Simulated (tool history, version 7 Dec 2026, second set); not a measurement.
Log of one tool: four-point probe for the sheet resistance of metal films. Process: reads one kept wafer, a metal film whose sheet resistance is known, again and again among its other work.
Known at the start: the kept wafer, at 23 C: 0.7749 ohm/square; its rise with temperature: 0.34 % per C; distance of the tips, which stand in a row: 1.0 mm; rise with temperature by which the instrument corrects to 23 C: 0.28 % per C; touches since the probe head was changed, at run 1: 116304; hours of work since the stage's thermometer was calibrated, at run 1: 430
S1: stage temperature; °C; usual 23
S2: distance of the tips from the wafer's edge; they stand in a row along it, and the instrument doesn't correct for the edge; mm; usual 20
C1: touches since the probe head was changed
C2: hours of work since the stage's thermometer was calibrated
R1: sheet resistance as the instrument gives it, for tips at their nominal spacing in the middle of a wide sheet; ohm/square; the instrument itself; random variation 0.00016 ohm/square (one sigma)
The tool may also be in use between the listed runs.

{"run": 1, "hour": 0.0, "S1": 23, "S2": 20, "C1": 116304, "C2": 430, "R1": 0.780825}
{"run": 2, "hour": 36.5, "S1": 23, "S2": 20, "C1": 118124, "C2": 453, "R1": 0.781041}
{"run": 3, "hour": 74.2, "S1": 23, "S2": 75, "C1": 120002, "C2": 476, "R1": 0.780091}
{"run": 4, "hour": 146.4, "S1": 23, "S2": 75, "C1": 123598, "C2": 520, "R1": 0.780331}
{"run": 5, "hour": 208.7, "S1": 23, "S2": 75, "C1": 126705, "C2": 559, "R1": 0.780503}
{"run": 6, "hour": 287.8, "S1": 23, "S2": 75, "C1": 130647, "C2": 608, "R1": 0.780687}
{"run": 7, "hour": 346.3, "S1": 23, "S2": 75, "C1": 133560, "C2": 644, "R1": 0.780913}
{"run": 8, "hour": 380.6, "S1": 23, "S2": 75, "C1": 135272, "C2": 665, "R1": 0.781031}
{"run": 9, "hour": 427.9, "S1": 23, "S2": 4, "C1": 137626, "C2": 694, "R1": 0.806293}
{"run": 10, "hour": 479.7, "S1": 23, "S2": 20, "C1": 140211, "C2": 726, "R1": 0.782257}
{"hour": 525.8, "done": "new probe head fitted"}
{"run": 11, "hour": 560.4, "S1": 23, "S2": 20, "C1": 1725, "C2": 775, "R1": 0.778702}
{"run": 12, "hour": 623.7, "S1": 23, "S2": 20, "C1": 4879, "C2": 814, "R1": 0.779067}
{"run": 13, "hour": 662.3, "S1": 23, "S2": 20, "C1": 6801, "C2": 838, "R1": 0.778833}
{"run": 14, "hour": 736.1, "S1": 23, "S2": 26, "C1": 10481, "C2": 883, "R1": 0.77867}
{"run": 15, "hour": 808.6, "S1": 23, "S2": 26, "C1": 14093, "C2": 928, "R1": 0.779148}
{"run": 16, "hour": 889.5, "S1": 23, "S2": 26, "C1": 18126, "C2": 978, "R1": 0.779357}
{"run": 17, "hour": 973.1, "S1": 23, "S2": 4, "C1": 22294, "C2": 1029, "R1": 0.804216}
{"run": 18, "hour": 1040.1, "S1": 23, "S2": 4, "C1": 25629, "C2": 1071, "R1": 0.80433}
{"run": 19, "hour": 1111.7, "S1": 23, "S2": 4, "C1": 29197, "C2": 1115, "R1": 0.804815}
{"run": 20, "hour": 1178.1, "S1": 23, "S2": 4, "C1": 32510, "C2": 1156, "R1": 0.80471}
{"run": 21, "hour": 1239.7, "S1": 23, "S2": 20, "C1": 35580, "C2": 1194, "R1": 0.780873}
{"run": 22, "hour": 1303.0, "S1": 23, "S2": 20, "C1": 38734, "C2": 1233, "R1": 0.780854}
{"run": 23, "hour": 1379.5, "S1": 25, "S2": 27, "C1": 42547, "C2": 1280, "R1": 0.781763}
{"run": 24, "hour": 1459.7, "S1": 25, "S2": 6, "C1": 46542, "C2": 1329, "R1": 0.792802}
{"run": 25, "hour": 1498.7, "S1": 23, "S2": 37, "C1": 48486, "C2": 1353, "R1": 0.780546}
{"hour": 1518.8, "done": "stage's thermometer calibrated"}
{"run": 26, "hour": 1567.2, "S1": 23, "S2": 28, "C1": 51875, "C2": 30, "R1": 0.781991}
{"run": 27, "hour": 1609.6, "S1": 23, "S2": 12, "C1": 53989, "C2": 56, "R1": 0.784604}
{"run": 28, "hour": 1673.6, "S1": 26, "S2": 8, "C1": 57177, "C2": 95, "R1": 0.789815}
{"run": 29, "hour": 1749.4, "S1": 26, "S2": 8, "C1": 60956, "C2": 142, "R1": 0.79023}
{"run": 30, "hour": 1812.6, "S1": 25, "S2": 48, "C1": 64106, "C2": 181, "R1": 0.783279}
{"run": 31, "hour": 1887.4, "S1": 32, "S2": 7, "C1": 67833, "C2": 227, "R1": 0.795049}
{"run": 32, "hour": 1958.1, "S1": 22, "S2": 33, "C1": 71355, "C2": 271, "R1": 0.782645}
{"run": 33, "hour": 2035.5, "S1": 22, "S2": 6, "C1": 75212, "C2": 319, "R1": 0.793843}
{"run": 34, "hour": 2101.4, "S1": 19, "S2": 12, "C1": 78498, "C2": 359, "R1": 0.784006}
{"run": 35, "hour": 2145.4, "S1": 19, "S2": 12, "C1": 80687, "C2": 386, "R1": 0.783899}
{"run": 36, "hour": 2194.7, "S1": 29, "S2": 17, "C1": 83144, "C2": 417, "R1": 0.787874}
{"run": 37, "hour": 2264.4, "S1": 25, "S2": 5, "C1": 86621, "C2": 460, "R1": 0.800948}
{"run": 38, "hour": 2336.3, "S1": 20, "S2": 20, "C1": 90201, "C2": 504, "R1": 0.783271}
{"run": 39, "hour": 2407.6, "S1": 31, "S2": 20, "C1": 93754, "C2": 548, "R1": 0.788878}
{"run": 40, "hour": 2468.1, "S1": 33, "S2": 32, "C1": 96773, "C2": 585, "R1": 0.789508}
{"run": 41, "hour": 2552.3, "S1": 33, "S2": 32, "C1": 100969, "C2": 637, "R1": 0.78981}
{"run": 42, "hour": 2606.7, "S1": 27, "S2": 8, "C1": 103681, "C2": 671, "R1": 0.79322}
{"run": 43, "hour": 2641.9, "S1": 21, "S2": 7, "C1": 105435, "C2": 692, "R1": 0.79229}
{"run": 44, "hour": 2714.7, "S1": 34, "S2": 20, "C1": 109062, "C2": 737, "R1": 0.791447}

5 ways to go on from here, each from the tool as it stands after run 44. What would each give?
{"run": "A", "hour": 2761.9, "S1": 33, "S2": 59, "C1": 111416, "C2": 766, "R1": "?"}
{"run": "B", "hour": 2761.9, "S1": 19, "S2": 20, "C1": 111416, "C2": 766, "R1": "?"}
{"run": "C", "hour": 2761.9, "S1": 33, "S2": 4, "C1": 111416, "C2": 766, "R1": "?"}
{"run": "D", "hour": 2761.9, "S1": 22, "S2": 36, "C1": 111416, "C2": 766, "R1": "?"}
{"run": "E", "hour": 2761.9, "S1": 19, "S2": 20, "C1": 111416, "C2": 766, "R1": "?"}

run=A R1=0.790223
run=B R1=0.784086
run=C R1=0.815578
run=D R1=0.784973
run=E R1=0.784158
Without the tool's hidden state the same runs would have given:
run=A R1=0.779898
run=B R1=0.773888
run=C R1=0.804951
run=D R1=0.774752
run=E R1=0.77396
